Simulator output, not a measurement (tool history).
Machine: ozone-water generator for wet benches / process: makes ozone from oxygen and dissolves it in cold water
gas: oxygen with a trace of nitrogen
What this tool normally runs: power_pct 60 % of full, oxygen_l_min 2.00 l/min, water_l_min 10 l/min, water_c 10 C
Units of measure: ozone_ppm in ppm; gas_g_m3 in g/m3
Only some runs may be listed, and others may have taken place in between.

run	day	power_pct	oxygen_l_min	water_l_min	water_c	ozone_ppm	gas_g_m3
1	0.000	60	2.00	10	10	16.3	169.8
2	3.100	73	2.00	10	10	18.3	188.7
3	5.421	73	2.00	10	10	18.2	190.4
4	7.167	73	2.00	10	10	18.3	189.2
5	8.838	73	2.00	10	10	18.3	192.1
6	11.879	60	2.00	6	10	25.5	171.1
7	13.721	60	2.00	6	10	26.1	173.6
8	15.279	60	2.00	6	10	25.4	172.2
9	17.483	60	2.00	11	10	14.7	172.7
10	19.400	60	2.52	10	10	17.5	158.2
11	21.479	56	2.52	10	10	16.8	152.3
12	24.296	60	2.00	10	10	16.2	173.9
13	26.225	60	2.00	10	10	16.2	173.6
14	28.954	51	2.00	10	10	14.9	158.6
# day 30.246: gauge calibrated
15	30.562	51	2.00	10	10	14.8	155.3
16	33.079	51	2.00	10	10	14.8	155.3
17	35.379	87	1.57	9	7	21.4	234.3
18	38.542	87	1.57	9	7	21.3	230.8
19	41.158	60	1.45	14	10	10.0	192.5
20	43.000	61	2.05	9	6	19.0	171.8
21	44.938	71	2.53	9	13	20.3	173.3
22	46.454	74	3.39	12	12	16.8	160.5
23	48.079	60	2.74	14	10	12.5	152.4
24	50.104	61	1.82	7	15	20.9	181.5
25	51.500	60	2.39	13	10	13.1	163.3
26	54.696	44	3.50	13	15	11.4	119.1
27	56.933	56	1.42	13	15	10.0	191.1
28	59.654	56	1.42	13	15	10.1	191.3

Run 29, settings as shown, results not yet in. Your forecast:
29	61.242	65	2.00	7	10	?	?

Run 29 produced ozone_ppm 23.9 ppm, gas_g_m3 182.9 g/m3.
Minus the tool's unlogged condition, the same run would have read ozone_ppm 24.0 ppm, gas_g_m3 177.7 g/m3.
